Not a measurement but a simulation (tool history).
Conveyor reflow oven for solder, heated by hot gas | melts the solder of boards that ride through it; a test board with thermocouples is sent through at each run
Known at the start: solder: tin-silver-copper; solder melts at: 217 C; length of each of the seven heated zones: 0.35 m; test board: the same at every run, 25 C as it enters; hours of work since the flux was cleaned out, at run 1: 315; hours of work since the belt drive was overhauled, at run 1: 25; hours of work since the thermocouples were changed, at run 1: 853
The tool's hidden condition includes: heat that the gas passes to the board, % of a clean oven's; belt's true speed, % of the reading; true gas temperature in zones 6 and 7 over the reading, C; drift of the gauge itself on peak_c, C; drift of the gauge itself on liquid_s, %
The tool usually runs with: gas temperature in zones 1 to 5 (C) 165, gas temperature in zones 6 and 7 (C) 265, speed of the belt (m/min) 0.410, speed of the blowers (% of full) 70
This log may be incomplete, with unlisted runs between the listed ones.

run,hour,gas temperature in zones 1 to 5 (C),gas temperature in zones 6 and 7 (C),speed of the belt (m/min),speed of the blowers (% of full),hours of work since the flux was cleaned out,hours of work since the belt drive was overhauled,hours of work since the thermocouples were changed,highest temperature of the board (C),time above the solder's melting point (s)
1,0.0,165,265,0.410,70,315,25,853,253.4,75.6
# hour 9.5: flux residue cleaned out of gas plates and filters
2,42.6,165,265,0.410,70,23,51,879,254.9,77.4
3,75.7,165,265,0.410,70,46,74,902,254.9,77.5
4,97.4,163,265,0.410,70,61,89,917,254.6,76.6
5,143.2,163,265,0.410,70,93,121,949,254.3,76.1
6,180.8,163,265,0.410,70,119,148,976,254.4,75.9
7,227.3,151,265,0.410,70,152,180,1008,252.7,70.4
8,274.7,151,265,0.410,70,185,213,1041,252.6,69.9
9,315.1,151,265,0.410,70,213,241,1069,252.5,70.3
10,362.2,165,276,0.410,70,246,274,1102,264.8,85.1
11,388.7,165,265,0.410,70,264,293,1120,254.2,77.1
12,417.2,165,265,0.410,70,284,312,1140,254.1,77.1
13,448.1,165,265,0.410,70,306,334,1162,254.2,76.8
# hour 470.7: flux residue cleaned out of gas plates and filters
14,478.7,165,265,0.410,70,6,352,1180,255.7,78.8
15,529.2,165,265,0.410,64,41,387,1215,254.7,77.5
16,579.0,171,265,0.410,70,75,422,1250,256.4,82.3
17,625.6,171,276,0.410,76,108,454,1282,267.8,90.1
18,677.9,165,264,0.410,65,144,491,1318,253.7,76.7
19,704.1,165,264,0.410,65,163,509,1337,253.7,76.3
20,731.0,155,257,0.482,62,181,528,1355,239.4,45.4
21,781.7,155,257,0.482,62,217,563,1391,239.4,45.1
22,831.0,155,257,0.482,60,251,597,1425,238.8,44.0
23,864.6,157,275,0.432,85,274,621,1449,264.7,78.9
24,893.0,176,276,0.484,86,294,640,1468,264.8,76.1
# hour 932.8: flux residue cleaned out of gas plates and filters
25,933.5,176,276,0.484,86,1,665,1493,266.6,77.6
# hour 943.8: thermocouples of zones 6 and 7 changed
26,969.3,176,265,0.473,58,24,689,18,249.7,65.9
27,999.5,176,265,0.473,58,45,710,39,249.4,66.3
28,1022.8,176,265,0.473,58,61,726,55,249.4,65.8
29,1052.8,165,279,0.467,70,82,747,76,263.6,74.0
30,1088.0,165,279,0.408,70,107,771,100,267.8,89.4
31,1122.6,165,265,0.395,81,131,796,125,256.8,85.3

Run 32 has not been measured yet. What should we expect?
32,1144.9,165,259,0.410,70,146,811,140,?,?

highest temperature of the board (C): 248.7
time above the solder's melting point (s): 73.1
The same run, on a tool lacking any hidden state, would have yielded highest temperature of the board (C) 248.3, time above the solder's melting point (s) 71.3.
